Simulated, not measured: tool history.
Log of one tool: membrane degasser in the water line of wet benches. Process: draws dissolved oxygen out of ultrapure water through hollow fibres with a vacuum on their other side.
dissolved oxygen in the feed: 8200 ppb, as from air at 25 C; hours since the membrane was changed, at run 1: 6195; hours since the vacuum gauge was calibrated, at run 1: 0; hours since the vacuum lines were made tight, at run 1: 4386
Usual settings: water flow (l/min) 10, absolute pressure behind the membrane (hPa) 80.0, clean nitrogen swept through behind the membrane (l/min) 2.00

run	hour	water flow (l/min)	absolute pressure behind the membrane (hPa)	clean nitrogen swept through behind the membrane (l/min)	hours since the membrane was changed	hours since the vacuum gauge was calibrated	hours since the vacuum lines were made tight	dissolved oxygen in the water behind the degasser (ppb)	pressure that the water loses in the fibres (hPa)
1	0.0	10	80.0	2.00	6195	0	4386	156.8	623.5
2	222.7	10	80.0	1.04	6418	223	4609	205.9	620.8
3	350.3	10	80.0	1.04	6546	350	4737	207.0	624.3
4	637.1	10	80.0	1.04	6832	637	5024	205.3	626.8
5	865.0	6	80.0	1.04	7060	865	5251	95.0	375.6
6	1066.9	6	80.0	2.00	7262	1067	5453	60.1	373.7
7	1283.8	13	80.0	2.00	7479	1284	5670	255.8	812.0
8	1480.5	7	66.9	1.19	7676	1480	5867	90.5	437.1
# hour 1604.0: seals of the vacuum lines changed
9	1742.3	8	149.0	1.19	7936	1740	138	247.7	502.2
# hour 1768.0: vacuum gauge calibrated
10	2023.7	8	149.0	1.19	8217	256	419	247.9	501.5
11	2253.1	10	123.1	2.00	8446	485	649	214.5	630.9
12	2388.7	7	123.1	2.00	8582	621	784	119.3	442.4

Forecast each of these 3 alternatives for the next run:
A	2582.3	7	123.1	3.05	8775	814	978	?	?
B	2582.3	10	120.9	2.00	8775	814	978	?	?
C	2582.3	11	109.4	2.00	8775	814	978	?	?

run	dissolved oxygen in the water behind the degasser (ppb)	pressure that the water loses in the fibres (hPa)
A	91.6	437.0
B	211.3	627.0
C	232.9	695.2
Without the tool's hidden state the same runs would have given:
run	dissolved oxygen in the water behind the degasser (ppb)	pressure that the water loses in the fibres (hPa)
A	80.7	417.9
B	188.2	599.8
C	205.9	665.2
